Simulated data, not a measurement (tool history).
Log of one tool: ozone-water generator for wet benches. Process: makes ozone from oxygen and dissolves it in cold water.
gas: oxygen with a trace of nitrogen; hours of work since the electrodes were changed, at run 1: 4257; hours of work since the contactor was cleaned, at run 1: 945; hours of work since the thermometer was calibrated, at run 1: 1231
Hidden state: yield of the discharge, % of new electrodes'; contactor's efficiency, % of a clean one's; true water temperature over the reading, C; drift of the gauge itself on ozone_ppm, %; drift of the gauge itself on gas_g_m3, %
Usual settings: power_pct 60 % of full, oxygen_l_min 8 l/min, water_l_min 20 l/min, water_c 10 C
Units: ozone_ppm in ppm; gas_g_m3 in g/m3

run	hour	power_pct	oxygen_l_min	water_l_min	water_c	hours of work since the electrodes were changed	hours of work since the contactor was cleaned	hours of work since the thermometer was calibrated	ozone_ppm	gas_g_m3
1	0	60	8	20	10	4257	945	1231	34.6	207.6
2	169.7	78	8	20	10	4390	1078	1364	39.8	240.6
3	348.9	60	8	24	10	4530	1218	1504	30.5	208.6
4	539.2	60	6.38	20	10	4680	1367	1654	33.6	228.7
5	718.7	60	6.38	20	10	4820	1508	1794	34.2	231
6	918.6	60	8	16	10	4977	1665	1951	40.1	209.2
7	1134.5	72	8	20	10	5146	1834	2120	38.3	228.8
8	1348.1	72	8	20	10	5314	2001	2288	38.3	229.2
9	1520.7	72	8	20	10	5449	2137	2423	38.1	231.9
10	1617.6	72	8	20	10	5525	2213	2499	38.1	229.3
11	1813.7	60	8	20	10	5679	2366	2653	34.6	208.9
12	2011.1	44	8	20	10	5833	2521	2807	28.9	175.3
13	2232.2	60	8	20	10	6007	2694	2981	34.6	205.6
14	2378.6	60	8	20	10	6122	2809	3095	34.4	210
15	2587.9	51	8	20	10	6286	2973	3260	31.5	188.4
16	2713.2	51	8	20	10	6384	3072	3358	31.4	191.7
17	2889.6	51	8	20	10	6522	3210	3496	31.9	189.5
18	3096.7	64	5.5	26	10	6685	3372	3658	27.8	253
19	3319.4	64	12.41	13	8	6859	3547	3833	46.3	175.4
20	3502.9	64	12.41	13	8	7003	3691	3977	47.1	176.4
21	3669.3	41	4.43	20	14	7133	3821	4107	25.2	219.2
22	3856.5	41	4.43	20	14	7280	3968	4254	24.7	219.9
23	3948.9	41	4.43	20	14	7353	4040	4326	25	222.6
24	4177.8	44	8	21	9	7532	4220	4506	28.6	174
25	4320.7	85	6.68	28	12	7644	4332	4618	30.8	272.8
26	4550.2	62	12.87	23	12	7824	4512	4798	31	169.7
27	4722.2	62	7.93	30	12	7959	4646	4933	25	211.2
28	4860.2	62	7.93	26	12	8067	4755	5041	28.1	211.8
29	5063.4	62	7.93	26	12	8226	4914	5200	28.1	212.9
30	5156.9	80	8	16	6	8300	4987	5273	50.4	242.9
31	5291.2	60	4.32	16	10	8405	5092	5379	38.1	275.7
32	5416.8	60	8	20	10	8503	5191	5477	34.8	208.6
# hour 5590.8: water thermometer calibrated
33	5595.9	71	7.5	20	10	8643	5331	4	37.5	234.9

4 ways to go on from here, each from the tool as it stands after run 33. What would each give?
A	5725.5	82	7.5	20	10	8745	5433	106	?	?
B	5725.5	71	7.17	20	10	8745	5433	106	?	?
C	5725.5	50	8.39	20	10	8745	5433	106	?	?
D	5725.5	60	8	16	14	8745	5433	106	?	?

run	ozone_ppm	gas_g_m3
A	41	253.1
B	37.9	239.3
C	31.2	183.4
D	37	208.6
Without the tool's hidden state the same runs would have given:
run	ozone_ppm	gas_g_m3
A	41.1	253.7
B	38	239.8
C	31.3	183.8
D	37.1	209

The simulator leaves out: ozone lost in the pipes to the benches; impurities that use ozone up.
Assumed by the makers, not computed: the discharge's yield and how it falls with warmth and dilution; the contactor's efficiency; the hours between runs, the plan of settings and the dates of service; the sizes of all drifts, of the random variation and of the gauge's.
